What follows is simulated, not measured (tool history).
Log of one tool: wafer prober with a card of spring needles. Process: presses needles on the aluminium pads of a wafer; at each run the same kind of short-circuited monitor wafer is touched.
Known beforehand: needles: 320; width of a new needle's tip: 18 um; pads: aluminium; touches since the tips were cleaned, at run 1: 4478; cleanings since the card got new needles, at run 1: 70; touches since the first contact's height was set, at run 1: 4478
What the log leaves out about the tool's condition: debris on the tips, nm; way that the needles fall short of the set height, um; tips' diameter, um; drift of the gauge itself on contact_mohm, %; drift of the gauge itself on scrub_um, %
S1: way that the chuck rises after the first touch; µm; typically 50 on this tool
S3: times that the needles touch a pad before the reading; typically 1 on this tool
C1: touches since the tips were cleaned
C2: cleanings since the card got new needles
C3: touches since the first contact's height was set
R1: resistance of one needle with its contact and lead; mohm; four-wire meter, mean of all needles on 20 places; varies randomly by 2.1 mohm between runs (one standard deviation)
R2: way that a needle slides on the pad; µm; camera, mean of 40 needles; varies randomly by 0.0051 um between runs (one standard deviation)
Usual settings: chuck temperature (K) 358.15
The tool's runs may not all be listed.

{"run": 1, "hour": 0.0, "S1": 50, "chuck temperature (K)": 358.15, "S3": 1, "C1": 4478, "C2": 70, "C3": 4478, "R1": 323, "R2": 10.918}
{"hour": 7.3, "done": "tips cleaned on abrasive film"}
{"hour": 24.8, "done": "tips cleaned on abrasive film"}
{"hour": 40.7, "done": "tips cleaned on abrasive film"}
{"run": 2, "hour": 45.7, "S1": 50, "chuck temperature (K)": 358.15, "S3": 1, "C1": 2567, "C2": 73, "C3": 27490, "R1": 309, "R2": 10.892}
{"hour": 56.8, "done": "tips cleaned on abrasive film"}
{"hour": 73.4, "done": "tips cleaned on abrasive film"}
{"run": 3, "hour": 86.8, "S1": 50, "chuck temperature (K)": 358.15, "S3": 1, "C1": 6758, "C2": 75, "C3": 48188, "R1": 351, "R2": 10.869}
{"hour": 90.8, "done": "tips cleaned on abrasive film"}
{"hour": 108.2, "done": "tips cleaned on abrasive film"}
{"run": 4, "hour": 119.0, "S1": 50, "chuck temperature (K)": 358.15, "S3": 1, "C1": 5508, "C2": 77, "C3": 64417, "R1": 338, "R2": 10.846}
{"hour": 126.6, "done": "tips cleaned on abrasive film"}
{"hour": 143.9, "done": "tips cleaned on abrasive film"}
{"run": 5, "hour": 144.6, "S1": 50, "chuck temperature (K)": 358.15, "S3": 1, "C1": 318, "C2": 79, "C3": 77252, "R1": 261, "R2": 10.832}
{"hour": 156.8, "done": "height of the first contact set anew"}
{"hour": 160.8, "done": "tips cleaned on abrasive film"}
{"run": 6, "hour": 169.4, "S1": 50, "chuck temperature (K)": 358.15, "S3": 1, "C1": 4337, "C2": 80, "C3": 6331, "R1": 336, "R2": 10.908}
{"hour": 178.0, "done": "tips cleaned on abrasive film"}
{"hour": 196.2, "done": "tips cleaned on abrasive film"}
{"run": 7, "hour": 202.1, "S1": 50, "chuck temperature (K)": 358.15, "S3": 1, "C1": 3000, "C2": 82, "C3": 22791, "R1": 325, "R2": 10.889}
{"hour": 212.4, "done": "tips cleaned on abrasive film"}
{"hour": 231.0, "done": "tips cleaned on abrasive film"}
{"run": 8, "hour": 238.3, "S1": 50, "chuck temperature (K)": 358.15, "S3": 1, "C1": 3680, "C2": 84, "C3": 41019, "R1": 335, "R2": 10.875}
{"hour": 247.9, "done": "tips cleaned on abrasive film"}
{"hour": 266.0, "done": "tips cleaned on abrasive film"}
{"run": 9, "hour": 279.8, "S1": 50, "chuck temperature (K)": 358.15, "S3": 1, "C1": 6976, "C2": 86, "C3": 61955, "R1": 348, "R2": 10.862}
{"hour": 283.3, "done": "tips cleaned on abrasive film"}
{"hour": 299.6, "done": "tips cleaned on abrasive film"}
{"run": 10, "hour": 314.2, "S1": 50, "chuck temperature (K)": 358.15, "S3": 1, "C1": 7391, "C2": 88, "C3": 79257, "R1": 352, "R2": 10.825}
{"hour": 316.7, "done": "tips cleaned on abrasive film"}
{"hour": 320.9, "done": "height of the first contact set anew"}
{"hour": 335.6, "done": "tips cleaned on abrasive film"}
{"run": 11, "hour": 345.2, "S1": 50, "chuck temperature (K)": 358.15, "S3": 1, "C1": 4878, "C2": 90, "C3": 12263, "R1": 336, "R2": 10.893}
{"hour": 353.2, "done": "tips cleaned on abrasive film"}
{"run": 12, "hour": 368.0, "S1": 35, "chuck temperature (K)": 358.15, "S3": 1, "C1": 7498, "C2": 91, "C3": 23751, "R1": 471, "R2": 7.618}
{"hour": 372.1, "done": "tips cleaned on abrasive film"}
{"hour": 389.4, "done": "tips cleaned on abrasive film"}
{"run": 13, "hour": 394.7, "S1": 35, "chuck temperature (K)": 358.15, "S3": 1, "C1": 2694, "C2": 93, "C3": 37161, "R1": 422, "R2": 7.598}
{"hour": 407.4, "done": "tips cleaned on abrasive film"}
{"hour": 426.9, "done": "tips cleaned on abrasive film"}
{"run": 14, "hour": 438.7, "S1": 35, "chuck temperature (K)": 358.15, "S3": 1, "C1": 5980, "C2": 95, "C3": 59342, "R1": 472, "R2": 7.581}
{"hour": 444.8, "done": "tips cleaned on abrasive film"}
{"hour": 461.1, "done": "tips cleaned on abrasive film"}
{"hour": 479.6, "done": "tips cleaned on abrasive film"}
{"hour": 486.5, "done": "height of the first contact set anew"}
{"run": 15, "hour": 493.5, "S1": 50, "chuck temperature (K)": 358.15, "S3": 1, "C1": 6907, "C2": 98, "C3": 3548, "R1": 346, "R2": 10.921}
{"hour": 497.1, "done": "tips cleaned on abrasive film"}
{"hour": 515.3, "done": "tips cleaned on abrasive film"}
{"run": 16, "hour": 530.7, "S1": 33, "chuck temperature (K)": 358.15, "S3": 1, "C1": 7841, "C2": 100, "C3": 22309, "R1": 508, "R2": 7.193}
{"hour": 533.9, "done": "tips cleaned on abrasive film"}
{"hour": 550.0, "done": "tips cleaned on abrasive film"}
{"run": 17, "hour": 555.6, "S1": 50, "chuck temperature (K)": 328.15, "S3": 2, "C1": 2820, "C2": 102, "C3": 34803, "R1": 283, "R2": 10.874}
{"hour": 567.4, "done": "tips cleaned on abrasive film"}
{"hour": 585.3, "done": "tips cleaned on abrasive film"}
{"run": 18, "hour": 596.2, "S1": 50, "chuck temperature (K)": 353.15, "S3": 2, "C1": 5499, "C2": 104, "C3": 55240, "R1": 302, "R2": 10.861}
{"hour": 602.9, "done": "tips cleaned on abrasive film"}
{"hour": 619.4, "done": "tips cleaned on abrasive film"}
{"hour": 637.9, "done": "tips cleaned on abrasive film"}
{"run": 19, "hour": 644.1, "S1": 50, "chuck temperature (K)": 353.15, "S3": 2, "C1": 3161, "C2": 107, "C3": 79376, "R1": 289, "R2": 10.812}
{"hour": 651.8, "done": "height of the first contact set anew"}
{"hour": 655.3, "done": "tips cleaned on abrasive film"}
{"run": 20, "hour": 667.4, "S1": 68, "chuck temperature (K)": 345.15, "S3": 3, "C1": 6144, "C2": 108, "C3": 7821, "R1": 247, "R2": 14.836}
{"hour": 673.4, "done": "tips cleaned on abrasive film"}
{"hour": 690.6, "done": "tips cleaned on abrasive film"}
{"run": 21, "hour": 690.7, "S1": 50, "chuck temperature (K)": 358.15, "S3": 1, "C1": 49, "C2": 110, "C3": 19549, "R1": 246, "R2": 10.882}
{"hour": 707.0, "done": "tips cleaned on abrasive film"}
{"hour": 722.8, "done": "tips cleaned on abrasive film"}
{"run": 22, "hour": 723.6, "S1": 54, "chuck temperature (K)": 361.15, "S3": 1, "C1": 403, "C2": 112, "C3": 36109, "R1": 248, "R2": 11.748}
{"hour": 738.7, "done": "tips cleaned on abrasive film"}
{"hour": 754.5, "done": "tips cleaned on abrasive film"}
{"hour": 771.2, "done": "tips cleaned on abrasive film"}
{"run": 23, "hour": 771.2, "S1": 48, "chuck temperature (K)": 317.15, "S3": 1, "C1": 0, "C2": 115, "C3": 60048, "R1": 241, "R2": 10.398}
{"hour": 787.7, "done": "tips cleaned on abrasive film"}
{"hour": 804.0, "done": "tips cleaned on abrasive film"}
{"run": 24, "hour": 805.7, "S1": 48, "chuck temperature (K)": 317.15, "S3": 1, "C1": 852, "C2": 117, "C3": 77411, "R1": 281, "R2": 10.39}
{"hour": 816.2, "done": "height of the first contact set anew"}
{"hour": 822.9, "done": "tips cleaned on abrasive film"}
{"run": 25, "hour": 835.8, "S1": 32, "chuck temperature (K)": 344.15, "S3": 1, "C1": 6548, "C2": 118, "C3": 9864, "R1": 536, "R2": 6.978}
{"hour": 839.7, "done": "tips cleaned on abrasive film"}
{"hour": 857.3, "done": "tips cleaned on abrasive film"}
{"hour": 876.6, "done": "tips cleaned on abrasive film"}
{"run": 26, "hour": 880.8, "S1": 47, "chuck temperature (K)": 370.15, "S3": 1, "C1": 2173, "C2": 121, "C3": 32527, "R1": 321, "R2": 10.217}
{"hour": 896.2, "done": "tips cleaned on abrasive film"}
{"hour": 912.1, "done": "tips cleaned on abrasive film"}
{"run": 27, "hour": 921.2, "S1": 69, "chuck temperature (K)": 300.15, "S3": 1, "C1": 4604, "C2": 123, "C3": 52860, "R1": 278, "R2": 14.992}
{"hour": 928.3, "done": "tips cleaned on abrasive film"}
{"run": 28, "hour": 943.8, "S1": 49, "chuck temperature (K)": 342.15, "S3": 1, "C1": 7833, "C2": 124, "C3": 64260, "R1": 360, "R2": 10.634}
{"hour": 947.8, "done": "tips cleaned on abrasive film"}
{"hour": 963.7, "done": "tips cleaned on abrasive film"}
{"hour": 980.0, "done": "tips cleaned on abrasive film"}
{"hour": 980.3, "done": "height of the first contact set anew"}
{"run": 29, "hour": 980.3, "S1": 62, "chuck temperature (K)": 303.15, "S3": 1, "C1": 0, "C2": 127, "C3": 0, "R1": 226, "R2": 13.535}

Consider 3 possible next runs. They are alternatives, not a sequence: every one starts from the tool as it was left by run 29. What does each give?
{"hour": 999.1, "done": "tips cleaned on abrasive film"}
{"run": "A", "hour": 1012.3, "S1": 55, "chuck temperature (K)": 360.15, "S3": 1, "C1": 6688, "C2": 128, "C3": 16178, "R1": "?", "R2": "?"}
{"hour": 999.1, "done": "tips cleaned on abrasive film"}
{"run": "B", "hour": 1012.3, "S1": 32, "chuck temperature (K)": 303.15, "S3": 1, "C1": 6688, "C2": 128, "C3": 16178, "R1": "?", "R2": "?"}
{"hour": 999.1, "done": "tips cleaned on abrasive film"}
{"run": "C", "hour": 1012.3, "S1": 64, "chuck temperature (K)": 353.15, "S3": 1, "C1": 6688, "C2": 128, "C3": 16178, "R1": "?", "R2": "?"}

run=A R1=337 R2=12.003
run=B R1=544 R2=6.973
run=C R1=307 R2=13.964
Without the tool's unlogged condition, the same runs would have read:
run=A R1=231 R2=12.015
run=B R1=226 R2=6.985
run=C R1=226 R2=13.976
